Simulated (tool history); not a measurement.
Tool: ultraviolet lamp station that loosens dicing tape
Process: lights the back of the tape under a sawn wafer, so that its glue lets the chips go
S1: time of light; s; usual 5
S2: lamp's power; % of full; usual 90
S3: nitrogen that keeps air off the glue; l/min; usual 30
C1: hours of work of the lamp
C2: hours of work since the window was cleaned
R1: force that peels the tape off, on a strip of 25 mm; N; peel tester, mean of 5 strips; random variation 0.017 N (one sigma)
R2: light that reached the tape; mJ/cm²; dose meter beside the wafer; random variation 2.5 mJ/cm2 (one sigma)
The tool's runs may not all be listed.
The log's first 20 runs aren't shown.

Run 21, hour 319.7: usual settings but S3 27 l/min; C1 549; C2 549. Result: R1 1.744 N, R2 214 mJ/cm².
At hour 332.9: window cleaned of glue's vapour.
Run 22, hour 336.9: usual settings but S3 27 l/min; C1 558; C2 2. Result: R1 1.242 N, R2 247 mJ/cm².
Run 23, hour 350.2: usual settings but S3 27 l/min; C1 565; C2 9. Result: R1 1.234 N, R2 246 mJ/cm².
Run 24, hour 361.9: usual settings but S1 3 s, S3 27 l/min; C1 571; C2 15. Result: R1 2.844 N, R2 149 mJ/cm².
Run 25, hour 383.4: usual settings but S3 21 l/min; C1 583; C2 26. Result: R1 1.413 N, R2 248 mJ/cm².
Run 26, hour 404.9: usual settings but S3 21 l/min; C1 594; C2 38. Result: R1 1.427 N, R2 245 mJ/cm².
Run 27, hour 415.2: usual settings but S3 21 l/min; C1 599; C2 43. Result: R1 1.429 N, R2 245 mJ/cm².
Run 28, hour 429.2: usual settings but S3 21 l/min; C1 607; C2 51. Result: R1 1.444 N, R2 240 mJ/cm².
Run 29, hour 451.4: usual settings but S1 6 s, S2 61 % of full, S3 21 l/min; C1 618; C2 62. Result: R1 2.035 N, R2 192 mJ/cm².
Run 30, hour 464.8: usual settings but S3 13 l/min; C1 625; C2 69. Result: R1 1.966 N, R2 241 mJ/cm².
Run 31, hour 476.8: usual settings but S1 7 s, S2 86 % of full, S3 48 l/min; C1 632; C2 75. Result: R1 0.493 N, R2 325 mJ/cm².
Run 32, hour 499.0: usual settings but S1 4 s, S2 60 % of full, S3 48 l/min; C1 643; C2 87. Result: R1 2.974 N, R2 126 mJ/cm².
Run 33, hour 509.9: usual settings but S1 4 s, S3 46 l/min; C1 649; C2 93. Result: R1 1.564 N, R2 190 mJ/cm².
Run 34, hour 519.6: usual settings but S2 67 % of full, S3 13 l/min; C1 654; C2 98. Result: R1 3.037 N, R2 177 mJ/cm².
Run 35, hour 535.7: usual settings but S2 67 % of full, S3 13 l/min; C1 663; C2 106. Result: R1 2.887 N, R2 172 mJ/cm².
Run 36, hour 551.3: usual settings but S1 8 s, S2 77 % of full, S3 11 l/min; C1 671; C2 115. Result: R1 1.184 N, R2 317 mJ/cm².
Run 37, hour 565.1: usual settings but S1 8 s, S2 77 % of full, S3 11 l/min; C1 678; C2 122. Result: R1 1.189 N, R2 316 mJ/cm².
Run 38, hour 579.4: usual settings but S3 28 l/min; C1 685; C2 129. Result: R1 1.379 N, R2 233 mJ/cm².
Run 39, hour 590.2: usual settings but S1 3 s, S3 36 l/min; C1 691; C2 135. Result: R1 2.840 N, R2 139 mJ/cm².
Run 40, hour 599.3: usual settings but S1 8 s, S2 84 % of full, S3 11 l/min; C1 696; C2 140. Result: R1 1.065 N, R2 347 mJ/cm².
Run 41, hour 620.9: usual settings but S2 64 % of full, S3 13 l/min; C1 707; C2 151. Result: R1 3.172 N, R2 162 mJ/cm².
Run 42, hour 635.6: usual settings but S3 14 l/min; C1 715; C2 159. Result: R1 1.950 N, R2 228 mJ/cm².
Run 43, hour 655.6: usual settings but S1 2 s, S2 76 % of full, S3 34 l/min; C1 725; C2 169. Result: R1 4.988 N, R2 78 mJ/cm².

Forecast each of these 5 alternatives for the next run:
Run A, hour 665.0: usual settings but S3 33 l/min; C1 730; C2 174. Result: R1 ?, R2 ?.
Run B, hour 665.0: usual settings but S3 45 l/min; C1 730; C2 174. Result: R1 ?, R2 ?.
Run C, hour 665.0: usual settings but S1 9 s, S2 76 % of full, S3 31 l/min; C1 730; C2 174. Result: R1 ?, R2 ?.
Run D, hour 665.0: usual settings but S1 2 s, S2 70 % of full, S3 20 l/min; C1 730; C2 174. Result: R1 ?, R2 ?.
Run E, hour 665.0: usual settings but S3 48 l/min; C1 730; C2 174. Result: R1 ?, R2 ?.

run     R1   R2
  A  1.316  223
  B  1.194  227
  C  0.534  345
  D  5.972   71
  E  1.155  225
Without the tool's hidden state the same runs would have given:
run     R1   R2
  A  0.761  287
  B  0.670  291
  C  0.272  444
  D  5.081   91
  E  0.647  289

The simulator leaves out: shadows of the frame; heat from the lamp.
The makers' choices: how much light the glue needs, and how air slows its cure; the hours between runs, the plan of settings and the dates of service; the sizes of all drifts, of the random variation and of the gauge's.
